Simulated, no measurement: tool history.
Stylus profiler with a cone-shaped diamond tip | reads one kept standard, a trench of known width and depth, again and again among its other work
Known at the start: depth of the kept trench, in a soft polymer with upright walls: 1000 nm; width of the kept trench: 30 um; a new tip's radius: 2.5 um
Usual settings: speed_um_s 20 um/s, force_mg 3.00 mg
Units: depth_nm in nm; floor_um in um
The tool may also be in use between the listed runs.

Run 1, hour 0.0: usual settings. Result: depth_nm 1014.16 nm, floor_um 23.71 um.
Run 2, hour 24.5: usual settings but force_mg 3.66 mg. Result: depth_nm 1015.98 nm, floor_um 23.64 um.
Run 3, hour 75.8: usual settings but force_mg 3.66 mg. Result: depth_nm 1015.77 nm, floor_um 23.61 um.
Run 4, hour 127.4: usual settings but force_mg 3.66 mg. Result: depth_nm 1015.83 nm, floor_um 23.56 um.
Run 5, hour 185.6: usual settings but force_mg 3.66 mg. Result: depth_nm 1015.79 nm, floor_um 23.49 um.
Run 6, hour 217.6: usual settings but speed_um_s 13 um/s, force_mg 3.66 mg. Result: depth_nm 1015.76 nm, floor_um 23.48 um.
Run 7, hour 260.7: usual settings but speed_um_s 5 um/s, force_mg 3.66 mg. Result: depth_nm 1015.65 nm, floor_um 23.57 um.
Run 8, hour 302.2: usual settings but speed_um_s 70 um/s, force_mg 3.66 mg. Result: depth_nm 1015.30 nm, floor_um 23.22 um.
Run 9, hour 347.6: usual settings but speed_um_s 70 um/s, force_mg 3.66 mg. Result: depth_nm 1015.45 nm, floor_um 23.14 um.
Run 10, hour 394.2: usual settings but speed_um_s 70 um/s, force_mg 3.66 mg. Result: depth_nm 1015.70 nm, floor_um 23.12 um.
At hour 398.8: height scale calibrated on a step standard.
Run 11, hour 447.2: usual settings but speed_um_s 70 um/s, force_mg 3.66 mg. Result: depth_nm 1015.23 nm, floor_um 23.08 um.
Run 12, hour 471.9: usual settings. Result: depth_nm 1012.96 nm, floor_um 23.24 um.
Run 13, hour 514.7: usual settings. Result: depth_nm 1012.96 nm, floor_um 23.21 um.
Run 14, hour 565.4: usual settings. Result: depth_nm 1013.21 nm, floor_um 23.20 um.
Run 15, hour 606.0: usual settings but force_mg 2.26 mg. Result: depth_nm 1010.53 nm, floor_um 23.09 um.
At hour 614.9: height scale calibrated on a step standard, once more.
Run 16, hour 633.9: usual settings. Result: depth_nm 1013.56 nm, floor_um 23.09 um.
Run 17, hour 687.6: usual settings but speed_um_s 46 um/s, force_mg 1.17 mg. Result: depth_nm 1006.89 nm, floor_um 22.77 um.
Run 18, hour 713.4: usual settings but speed_um_s 46 um/s, force_mg 1.17 mg. Result: depth_nm 1007.67 nm, floor_um 22.81 um.
Run 19, hour 752.8: usual settings but speed_um_s 46 um/s, force_mg 1.17 mg. Result: depth_nm 1006.75 nm, floor_um 22.73 um.
Run 20, hour 810.6: usual settings but speed_um_s 79 um/s, force_mg 1.03 mg. Result: depth_nm 1006.67 nm, floor_um 22.40 um.
Run 21, hour 860.5: usual settings but force_mg 7.88 mg. Result: depth_nm 1025.89 nm, floor_um 22.92 um.
At hour 884.3: new tip fitted, height scale calibrated.
Run 22, hour 888.7: usual settings but speed_um_s 27 um/s, force_mg 5.62 mg. Result: depth_nm 1020.52 nm, floor_um 25.92 um.
Run 23, hour 940.4: usual settings but speed_um_s 27 um/s, force_mg 5.62 mg. Result: depth_nm 1020.27 nm, floor_um 25.82 um.
Run 24, hour 976.9: usual settings but speed_um_s 44 um/s, force_mg 3.25 mg. Result: depth_nm 1013.57 nm, floor_um 25.70 um.
Run 25, hour 1003.9: usual settings but speed_um_s 49 um/s, force_mg 3.38 mg. Result: depth_nm 1014.05 nm, floor_um 25.60 um.
Run 26, hour 1043.7: usual settings but speed_um_s 49 um/s, force_mg 3.38 mg. Result: depth_nm 1014.20 nm, floor_um 25.58 um.
Run 27, hour 1069.0: usual settings but speed_um_s 5 um/s, force_mg 1.65 mg. Result: depth_nm 1008.20 nm, floor_um 25.69 um.
Run 28, hour 1120.2: usual settings but speed_um_s 5 um/s, force_mg 1.22 mg. Result: depth_nm 1006.87 nm, floor_um 25.66 um.
Run 29, hour 1174.5: usual settings but speed_um_s 58 um/s, force_mg 4.30 mg. Result: depth_nm 1016.25 nm, floor_um 25.42 um.
Run 30, hour 1207.5: usual settings but speed_um_s 9 um/s, force_mg 1.63 mg. Result: depth_nm 1007.78 nm, floor_um 25.49 um.
Run 31, hour 1237.1: usual settings but speed_um_s 27 um/s, force_mg 1.22 mg. Result: depth_nm 1006.31 nm, floor_um 25.34 um.
Run 32, hour 1295.0: usual settings but speed_um_s 12 um/s, force_mg 1.74 mg. Result: depth_nm 1008.10 nm, floor_um 25.38 um.

Measured less the same run without the tool's hidden state. The same run-to-run variation is in both; the gauge's scatter may not be:
The hidden state here: radius of the tip, um; height scale over the true one, %; drift of the gauge itself on depth_nm, %; drift of the gauge itself on floor_um, %.
run  depth_nm  floor_um
  1     +0.45     -2.26
  2     +0.40     -2.28
  3     +0.29     -2.33
  4     +0.19     -2.37
  5     +0.07     -2.43
  6     -0.01     -2.45
  7     -0.10     -2.49
  8     -0.18     -2.52
  9     -0.28     -2.56
 10     -0.37     -2.60
 11     -0.54     -2.64
 12     -0.59     -2.66
 13     -0.67     -2.70
 14     -0.78     -2.74
 15     -0.87     -2.78
 16     +0.05     -2.79
 17     -0.06     -2.84
 18     -0.12     -2.86
 19     -0.20     -2.89
 20     -0.33     -2.94
 21     -0.44     -2.98
 22     -0.58     +0.00
 23     -0.69     -0.08
 24     -0.77     -0.12
 25     -0.83     -0.16
 26     -0.92     -0.21
 27     -0.96     -0.25
 28     -1.07     -0.31
 29     -1.19     -0.39
 30     -1.25     -0.42
 31     -1.31     -0.47
 32     -1.43     -0.54
